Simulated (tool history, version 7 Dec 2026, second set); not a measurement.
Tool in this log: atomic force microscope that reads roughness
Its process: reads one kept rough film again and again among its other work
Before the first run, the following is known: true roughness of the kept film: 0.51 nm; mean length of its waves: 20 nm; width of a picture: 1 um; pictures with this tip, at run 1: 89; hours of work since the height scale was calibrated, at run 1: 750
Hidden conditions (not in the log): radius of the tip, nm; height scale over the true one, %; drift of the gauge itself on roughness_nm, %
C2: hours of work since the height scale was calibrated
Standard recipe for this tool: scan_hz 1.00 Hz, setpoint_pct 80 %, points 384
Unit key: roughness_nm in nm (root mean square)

{"run": 1, "day": 0.0, "scan_hz": 1.0, "setpoint_pct": 80, "points": 384, "pictures with this tip": 89, "C2": 750, "roughness_nm": 0.417}
{"day": 2.625, "done": "new tip fitted"}
{"run": 2, "day": 3.179, "scan_hz": 1.0, "setpoint_pct": 80, "points": 384, "pictures with this tip": 16, "C2": 796, "roughness_nm": 0.445}
{"run": 3, "day": 5.892, "scan_hz": 1.0, "setpoint_pct": 80, "points": 384, "pictures with this tip": 98, "C2": 837, "roughness_nm": 0.414}
{"day": 8.242, "done": "new tip fitted"}
{"run": 4, "day": 8.242, "scan_hz": 1.0, "setpoint_pct": 80, "points": 818, "pictures with this tip": 0, "C2": 871, "roughness_nm": 0.451}
{"run": 5, "day": 10.896, "scan_hz": 1.0, "setpoint_pct": 80, "points": 818, "pictures with this tip": 80, "C2": 911, "roughness_nm": 0.423}
{"run": 6, "day": 13.579, "scan_hz": 1.0, "setpoint_pct": 80, "points": 818, "pictures with this tip": 161, "C2": 951, "roughness_nm": 0.402}
{"day": 13.883, "done": "new tip fitted"}
{"run": 7, "day": 15.538, "scan_hz": 1.0, "setpoint_pct": 80, "points": 818, "pictures with this tip": 50, "C2": 979, "roughness_nm": 0.446}
{"run": 8, "day": 17.004, "scan_hz": 1.0, "setpoint_pct": 80, "points": 818, "pictures with this tip": 94, "C2": 1001, "roughness_nm": 0.425}
{"day": 17.212, "done": "height scale calibrated on a step standard"}
{"day": 19.417, "done": "new tip fitted"}
{"run": 9, "day": 19.675, "scan_hz": 1.0, "setpoint_pct": 80, "points": 818, "pictures with this tip": 8, "C2": 36, "roughness_nm": 0.446}
{"run": 10, "day": 22.071, "scan_hz": 1.0, "setpoint_pct": 80, "points": 818, "pictures with this tip": 80, "C2": 72, "roughness_nm": 0.435}
{"day": 23.5, "done": "height scale calibrated on a step standard, once more"}
{"run": 11, "day": 23.533, "scan_hz": 1.0, "setpoint_pct": 80, "points": 818, "pictures with this tip": 123, "C2": 0, "roughness_nm": 0.404}
{"day": 24.954, "done": "new tip fitted"}
{"run": 12, "day": 26.612, "scan_hz": 2.12, "setpoint_pct": 80, "points": 818, "pictures with this tip": 50, "C2": 46, "roughness_nm": 0.396}
{"run": 13, "day": 28.792, "scan_hz": 1.0, "setpoint_pct": 80, "points": 384, "pictures with this tip": 115, "C2": 78, "roughness_nm": 0.405}
{"day": 30.404, "done": "new tip fitted"}
{"run": 14, "day": 30.829, "scan_hz": 1.0, "setpoint_pct": 80, "points": 384, "pictures with this tip": 13, "C2": 108, "roughness_nm": 0.442}
{"run": 15, "day": 32.404, "scan_hz": 0.8, "setpoint_pct": 80, "points": 384, "pictures with this tip": 60, "C2": 132, "roughness_nm": 0.441}
{"run": 16, "day": 33.788, "scan_hz": 1.63, "setpoint_pct": 85, "points": 371, "pictures with this tip": 102, "C2": 152, "roughness_nm": 0.379}
{"day": 36.104, "done": "new tip fitted"}
{"run": 17, "day": 36.95, "scan_hz": 1.08, "setpoint_pct": 66, "points": 717, "pictures with this tip": 25, "C2": 199, "roughness_nm": 0.467}
{"run": 18, "day": 39.967, "scan_hz": 1.0, "setpoint_pct": 80, "points": 423, "pictures with this tip": 116, "C2": 244, "roughness_nm": 0.406}
{"day": 41.712, "done": "new tip fitted"}
{"run": 19, "day": 42.662, "scan_hz": 2.76, "setpoint_pct": 80, "points": 423, "pictures with this tip": 29, "C2": 283, "roughness_nm": 0.382}
{"run": 20, "day": 44.792, "scan_hz": 1.25, "setpoint_pct": 86, "points": 517, "pictures with this tip": 93, "C2": 315, "roughness_nm": 0.398}
{"run": 21, "day": 46.571, "scan_hz": 1.0, "setpoint_pct": 80, "points": 580, "pictures with this tip": 146, "C2": 341, "roughness_nm": 0.403}
{"day": 47.146, "done": "new tip fitted"}
{"run": 22, "day": 48.121, "scan_hz": 1.05, "setpoint_pct": 60, "points": 795, "pictures with this tip": 29, "C2": 364, "roughness_nm": 0.473}
{"run": 23, "day": 50.888, "scan_hz": 0.62, "setpoint_pct": 80, "points": 393, "pictures with this tip": 113, "C2": 405, "roughness_nm": 0.422}
{"run": 24, "day": 52.279, "scan_hz": 0.66, "setpoint_pct": 80, "points": 272, "pictures with this tip": 154, "C2": 426, "roughness_nm": 0.408}
{"day": 52.567, "done": "new tip fitted"}
{"run": 25, "day": 54.388, "scan_hz": 0.84, "setpoint_pct": 63, "points": 720, "pictures with this tip": 54, "C2": 457, "roughness_nm": 0.462}
{"run": 26, "day": 56.454, "scan_hz": 1.12, "setpoint_pct": 59, "points": 466, "pictures with this tip": 117, "C2": 487, "roughness_nm": 0.439}
{"day": 58.008, "done": "new tip fitted"}
{"run": 27, "day": 59.454, "scan_hz": 1.61, "setpoint_pct": 80, "points": 546, "pictures with this tip": 43, "C2": 532, "roughness_nm": 0.415}
{"run": 28, "day": 60.854, "scan_hz": 1.66, "setpoint_pct": 80, "points": 586, "pictures with this tip": 85, "C2": 552, "roughness_nm": 0.398}
{"run": 29, "day": 63.146, "scan_hz": 1.0, "setpoint_pct": 73, "points": 384, "pictures with this tip": 154, "C2": 586, "roughness_nm": 0.403}

5 options for the next run, each taken on its own from the tool as it stands now. Forecast them:
{"day": 63.642, "done": "new tip fitted"}
{"run": "A", "day": 66.033, "scan_hz": 1.0, "setpoint_pct": 57, "points": 524, "pictures with this tip": 72, "C2": 629, "roughness_nm": "?"}
{"day": 63.642, "done": "new tip fitted"}
{"run": "B", "day": 66.033, "scan_hz": 3.75, "setpoint_pct": 76, "points": 912, "pictures with this tip": 72, "C2": 629, "roughness_nm": "?"}
{"day": 63.642, "done": "new tip fitted"}
{"run": "C", "day": 66.033, "scan_hz": 3.08, "setpoint_pct": 73, "points": 422, "pictures with this tip": 72, "C2": 629, "roughness_nm": "?"}
{"day": 63.642, "done": "new tip fitted"}
{"run": "D", "day": 66.033, "scan_hz": 1.0, "setpoint_pct": 82, "points": 569, "pictures with this tip": 72, "C2": 629, "roughness_nm": "?"}
{"day": 63.642, "done": "new tip fitted"}
{"run": "E", "day": 66.033, "scan_hz": 3.11, "setpoint_pct": 80, "points": 384, "pictures with this tip": 72, "C2": 629, "roughness_nm": "?"}

run=A roughness_nm=0.451
run=B roughness_nm=0.367
run=C roughness_nm=0.391
run=D roughness_nm=0.429
run=E roughness_nm=0.363
Without the tool's unlogged condition, the same runs would have read:
run=A roughness_nm=0.472
run=B roughness_nm=0.384
run=C roughness_nm=0.408
run=D roughness_nm=0.448
run=E roughness_nm=0.379
